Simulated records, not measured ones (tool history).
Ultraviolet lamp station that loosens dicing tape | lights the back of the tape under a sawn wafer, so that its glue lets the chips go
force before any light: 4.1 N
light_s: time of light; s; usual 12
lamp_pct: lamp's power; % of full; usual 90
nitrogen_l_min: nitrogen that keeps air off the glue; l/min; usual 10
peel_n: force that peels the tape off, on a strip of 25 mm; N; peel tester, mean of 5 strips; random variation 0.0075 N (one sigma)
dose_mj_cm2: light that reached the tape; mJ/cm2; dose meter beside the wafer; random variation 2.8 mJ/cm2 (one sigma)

run	day	light_s	lamp_pct	nitrogen_l_min	peel_n	dose_mj_cm2
1	0.000	12	90	10	0.302	349
2	0.546	12	90	10	0.304	352
3	1.358	12	90	10	0.309	346
4	2.083	12	90	10	0.317	350
5	2.988	11	90	10	0.349	315
6	3.892	11	90	10	0.350	312

The next listed run, before its measurement:
7	4.725	11	90	10	?	?

peel_n: 0.353 N
dose_mj_cm2: 308 mJ/cm2
Without the tool's hidden state the same run would have given peel_n 0.306 N, dose_mj_cm2 349 mJ/cm2.
